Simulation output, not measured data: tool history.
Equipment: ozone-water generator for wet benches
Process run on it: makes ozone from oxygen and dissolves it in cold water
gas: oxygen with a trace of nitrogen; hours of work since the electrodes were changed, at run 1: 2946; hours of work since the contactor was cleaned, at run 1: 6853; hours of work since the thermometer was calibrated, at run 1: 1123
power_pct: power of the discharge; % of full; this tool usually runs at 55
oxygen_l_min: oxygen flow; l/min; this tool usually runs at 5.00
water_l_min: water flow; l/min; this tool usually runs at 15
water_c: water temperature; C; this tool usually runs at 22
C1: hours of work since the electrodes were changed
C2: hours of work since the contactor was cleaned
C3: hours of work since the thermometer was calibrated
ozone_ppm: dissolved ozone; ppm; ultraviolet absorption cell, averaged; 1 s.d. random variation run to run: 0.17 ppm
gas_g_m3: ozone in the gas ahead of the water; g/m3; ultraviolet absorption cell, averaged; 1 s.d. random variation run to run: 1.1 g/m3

run 1 hour=0.0 | power_pct=55 oxygen_l_min=5.00 water_l_min=15 water_c=22 | C1=2946 C2=6853 C3=1123 | ozone_ppm=20.6 gas_g_m3=181.3
-- hour=80.1 contactor cleaned
run 2 hour=103.3 | power_pct=55 oxygen_l_min=5.00 water_l_min=15 water_c=22 | C1=3023 C2=18 C3=1200 | ozone_ppm=21.4 gas_g_m3=180.8
run 3 hour=187.0 | power_pct=55 oxygen_l_min=7.00 water_l_min=15 water_c=22 | C1=3088 C2=83 C3=1265 | ozone_ppm=21.3 gas_g_m3=158.9
run 4 hour=296.8 | power_pct=55 oxygen_l_min=7.00 water_l_min=15 water_c=22 | C1=3174 C2=168 C3=1350 | ozone_ppm=21.3 gas_g_m3=159.4
run 5 hour=356.4 | power_pct=55 oxygen_l_min=7.00 water_l_min=15 water_c=22 | C1=3220 C2=215 C3=1397 | ozone_ppm=21.7 gas_g_m3=158.7
run 6 hour=459.6 | power_pct=55 oxygen_l_min=5.00 water_l_min=14 water_c=22 | C1=3300 C2=295 C3=1477 | ozone_ppm=22.4 gas_g_m3=180.9
run 7 hour=528.7 | power_pct=55 oxygen_l_min=5.00 water_l_min=14 water_c=22 | C1=3354 C2=349 C3=1531 | ozone_ppm=22.2 gas_g_m3=181.4
run 8 hour=586.1 | power_pct=55 oxygen_l_min=5.00 water_l_min=15 water_c=16 | C1=3399 C2=393 C3=1575 | ozone_ppm=23.4 gas_g_m3=181.4
run 9 hour=649.2 | power_pct=55 oxygen_l_min=5.00 water_l_min=15 water_c=22 | C1=3448 C2=443 C3=1624 | ozone_ppm=21.2 gas_g_m3=181.6
run 10 hour=746.4 | power_pct=55 oxygen_l_min=5.00 water_l_min=15 water_c=22 | C1=3523 C2=518 C3=1700 | ozone_ppm=21.3 gas_g_m3=180.3
run 11 hour=795.6 | power_pct=55 oxygen_l_min=5.00 water_l_min=16 water_c=22 | C1=3561 C2=556 C3=1738 | ozone_ppm=20.5 gas_g_m3=180.1
run 12 hour=883.0 | power_pct=55 oxygen_l_min=5.00 water_l_min=16 water_c=22 | C1=3629 C2=624 C3=1806 | ozone_ppm=20.2 gas_g_m3=181.0
run 13 hour=939.2 | power_pct=55 oxygen_l_min=5.00 water_l_min=16 water_c=22 | C1=3673 C2=668 C3=1850 | ozone_ppm=20.3 gas_g_m3=179.5
run 14 hour=1030.7 | power_pct=55 oxygen_l_min=5.00 water_l_min=16 water_c=22 | C1=3744 C2=739 C3=1921 | ozone_ppm=20.4 gas_g_m3=180.5
run 15 hour=1077.3 | power_pct=55 oxygen_l_min=5.00 water_l_min=16 water_c=22 | C1=3780 C2=775 C3=1957 | ozone_ppm=20.2 gas_g_m3=180.4
run 16 hour=1169.2 | power_pct=55 oxygen_l_min=5.00 water_l_min=14 water_c=22 | C1=3852 C2=847 C3=2029 | ozone_ppm=22.2 gas_g_m3=179.1
run 17 hour=1278.8 | power_pct=55 oxygen_l_min=3.04 water_l_min=13 water_c=22 | C1=3937 C2=932 C3=2114 | ozone_ppm=22.2 gas_g_m3=219.2
run 18 hour=1389.3 | power_pct=55 oxygen_l_min=3.04 water_l_min=13 water_c=22 | C1=4023 C2=1018 C3=2200 | ozone_ppm=22.2 gas_g_m3=217.4
run 19 hour=1468.0 | power_pct=55 oxygen_l_min=3.04 water_l_min=13 water_c=22 | C1=4084 C2=1079 C3=2261 | ozone_ppm=21.8 gas_g_m3=216.1
run 20 hour=1516.2 | power_pct=55 oxygen_l_min=3.04 water_l_min=13 water_c=22 | C1=4122 C2=1117 C3=2299 | ozone_ppm=21.9 gas_g_m3=216.8
run 21 hour=1570.0 | power_pct=55 oxygen_l_min=3.37 water_l_min=13 water_c=22 | C1=4164 C2=1159 C3=2340 | ozone_ppm=22.6 gas_g_m3=207.2
run 22 hour=1616.5 | power_pct=99 oxygen_l_min=2.55 water_l_min=15 water_c=26 | C1=4200 C2=1195 C3=2377 | ozone_ppm=24.6 gas_g_m3=317.8
run 23 hour=1672.6 | power_pct=51 oxygen_l_min=2.55 water_l_min=23 water_c=26 | C1=4243 C2=1238 C3=2420 | ozone_ppm=11.7 gas_g_m3=225.3
run 24 hour=1730.0 | power_pct=51 oxygen_l_min=2.55 water_l_min=23 water_c=26 | C1=4288 C2=1283 C3=2465 | ozone_ppm=11.9 gas_g_m3=223.2
run 25 hour=1781.5 | power_pct=51 oxygen_l_min=5.13 water_l_min=15 water_c=24 | C1=4328 C2=1323 C3=2505 | ozone_ppm=19.3 gas_g_m3=169.1
run 26 hour=1884.3 | power_pct=55 oxygen_l_min=3.38 water_l_min=14 water_c=22 | C1=4408 C2=1403 C3=2585 | ozone_ppm=21.0 gas_g_m3=206.5
run 27 hour=1937.4 | power_pct=76 oxygen_l_min=3.38 water_l_min=14 water_c=24 | C1=4449 C2=1444 C3=2626 | ozone_ppm=23.8 gas_g_m3=244.9
run 28 hour=2035.0 | power_pct=88 oxygen_l_min=8.10 water_l_min=24 water_c=19 | C1=4525 C2=1520 C3=2702 | ozone_ppm=20.7 gas_g_m3=191.0
run 29 hour=2105.3 | power_pct=59 oxygen_l_min=6.70 water_l_min=15 water_c=22 | C1=4580 C2=1575 C3=2757 | ozone_ppm=21.8 gas_g_m3=164.4
run 30 hour=2187.3 | power_pct=59 oxygen_l_min=6.70 water_l_min=15 water_c=22 | C1=4644 C2=1639 C3=2821 | ozone_ppm=22.0 gas_g_m3=163.8
run 31 hour=2252.5 | power_pct=58 oxygen_l_min=3.83 water_l_min=15 water_c=22 | C1=4694 C2=1689 C3=2871 | ozone_ppm=20.9 gas_g_m3=202.5
run 32 hour=2354.3 | power_pct=58 oxygen_l_min=3.83 water_l_min=15 water_c=22 | C1=4774 C2=1769 C3=2950 | ozone_ppm=21.1 gas_g_m3=203.4

The logged runs with the hidden state left out (each run's random variation unchanged):
Hidden conditions of the tool in this case: yield of the discharge, % of new electrodes'; contactor's efficiency, % of a clean one's; true water temperature over the reading, C; drift of the gauge itself on ozone_ppm, %; drift of the gauge itself on gas_g_m3, %.
run=1 ozone_ppm=22.2 gas_g_m3=187.6
run=2 ozone_ppm=22.3 gas_g_m3=187.3
run=3 ozone_ppm=22.2 gas_g_m3=164.7
run=4 ozone_ppm=22.2 gas_g_m3=165.4
run=5 ozone_ppm=22.7 gas_g_m3=164.8
run=6 ozone_ppm=23.5 gas_g_m3=188.0
run=7 ozone_ppm=23.3 gas_g_m3=188.7
run=8 ozone_ppm=24.6 gas_g_m3=188.8
run=9 ozone_ppm=22.3 gas_g_m3=189.2
run=10 ozone_ppm=22.4 gas_g_m3=188.0
run=11 ozone_ppm=21.6 gas_g_m3=187.9
run=12 ozone_ppm=21.3 gas_g_m3=188.9
run=13 ozone_ppm=21.4 gas_g_m3=187.5
run=14 ozone_ppm=21.5 gas_g_m3=188.8
run=15 ozone_ppm=21.3 gas_g_m3=188.7
run=16 ozone_ppm=23.5 gas_g_m3=187.5
run=17 ozone_ppm=23.5 gas_g_m3=229.7
run=18 ozone_ppm=23.5 gas_g_m3=228.2
run=19 ozone_ppm=23.1 gas_g_m3=227.0
run=20 ozone_ppm=23.3 gas_g_m3=227.8
run=21 ozone_ppm=24.1 gas_g_m3=217.8
run=22 ozone_ppm=26.7 gas_g_m3=340.5
run=23 ozone_ppm=12.4 gas_g_m3=236.5
run=24 ozone_ppm=12.7 gas_g_m3=234.4
run=25 ozone_ppm=20.6 gas_g_m3=177.7
run=26 ozone_ppm=22.5 gas_g_m3=217.8
run=27 ozone_ppm=25.8 gas_g_m3=261.3
run=28 ozone_ppm=22.6 gas_g_m3=204.9
run=29 ozone_ppm=23.5 gas_g_m3=174.2
run=30 ozone_ppm=23.7 gas_g_m3=173.8
run=31 ozone_ppm=22.5 gas_g_m3=214.8
run=32 ozone_ppm=22.8 gas_g_m3=215.8
